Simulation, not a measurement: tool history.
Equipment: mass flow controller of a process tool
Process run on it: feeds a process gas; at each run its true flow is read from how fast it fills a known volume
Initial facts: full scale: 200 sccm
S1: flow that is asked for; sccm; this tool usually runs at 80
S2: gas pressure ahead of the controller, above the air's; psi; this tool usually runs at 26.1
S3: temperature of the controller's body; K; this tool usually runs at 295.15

run 1 hour=0.0 | S1=80 S2=26.1 S3=295.15 | true_flow_(%)=98.74
run 2 hour=145.8 | S1=80 S2=22.2 S3=295.15 | true_flow_(%)=98.99
run 3 hour=245.2 | S1=80 S2=22.2 S3=295.15 | true_flow_(%)=99.06
run 4 hour=356.2 | S1=80 S2=26.1 S3=307.15 | true_flow_(%)=99.40
run 5 hour=488.3 | S1=41 S2=26.1 S3=295.15 | true_flow_(%)=98.97
run 6 hour=659.4 | S1=80 S2=26.1 S3=295.15 | true_flow_(%)=99.46
run 7 hour=738.6 | S1=80 S2=26.1 S3=295.15 | true_flow_(%)=99.52
run 8 hour=846.1 | S1=80 S2=26.1 S3=295.15 | true_flow_(%)=99.44
run 9 hour=992.2 | S1=80 S2=26.1 S3=299.15 | true_flow_(%)=99.81
run 10 hour=1107.6 | S1=80 S2=26.1 S3=312.15 | true_flow_(%)=100.18
run 11 hour=1262.8 | S1=80 S2=26.1 S3=296.15 | true_flow_(%)=100.07
run 12 hour=1350.9 | S1=80 S2=26.1 S3=295.15 | true_flow_(%)=99.99
run 13 hour=1508.7 | S1=80 S2=26.1 S3=295.15 | true_flow_(%)=100.23
run 14 hour=1626.3 | S1=80 S2=26.1 S3=295.15 | true_flow_(%)=100.19
run 15 hour=1717.6 | S1=80 S2=26.1 S3=295.15 | true_flow_(%)=100.35
run 16 hour=1830.7 | S1=80 S2=26.1 S3=295.15 | true_flow_(%)=100.36
run 17 hour=1957.1 | S1=98 S2=36.1 S3=310.15 | true_flow_(%)=101.11
run 18 hour=2065.6 | S1=98 S2=36.1 S3=310.15 | true_flow_(%)=101.20
run 19 hour=2202.6 | S1=55 S2=24.2 S3=310.15 | true_flow_(%)=100.85
run 20 hour=2354.8 | S1=22 S2=31.2 S3=295.15 | true_flow_(%)=98.56
run 21 hour=2491.5 | S1=73 S2=24.4 S3=295.15 | true_flow_(%)=98.94
run 22 hour=2656.4 | S1=73 S2=24.4 S3=295.15 | true_flow_(%)=99.13
run 23 hour=2832.8 | S1=73 S2=36.8 S3=300.15 | true_flow_(%)=99.62
run 24 hour=2972.3 | S1=73 S2=36.8 S3=300.15 | true_flow_(%)=99.59
run 25 hour=3132.4 | S1=32 S2=26.1 S3=295.15 | true_flow_(%)=99.18
run 26 hour=3232.5 | S1=88 S2=24.1 S3=296.15 | true_flow_(%)=99.76
run 27 hour=3405.2 | S1=88 S2=24.1 S3=296.15 | true_flow_(%)=99.88
run 28 hour=3534.6 | S1=25 S2=22.3 S3=297.15 | true_flow_(%)=99.53
run 29 hour=3681.8 | S1=64 S2=33.5 S3=303.15 | true_flow_(%)=100.12
run 30 hour=3801.3 | S1=42 S2=29.4 S3=304.15 | true_flow_(%)=100.01
run 31 hour=3883.1 | S1=80 S2=24.4 S3=298.15 | true_flow_(%)=100.27

Removed from this log: 1 entry logged between the listed runs. Between which two listed runs does each belong, and how does the tool's hidden state at the listed run before it compare with that at the listed run after it?
After run 19, before run 20: gauge calibrated (hour 2343.7)
  drift of the gauge itself on true_pct, %: 1.89 -> 0.01
  the result without the hidden state subtracted from the measured one, true flow (%): +1.88 -> +0.04
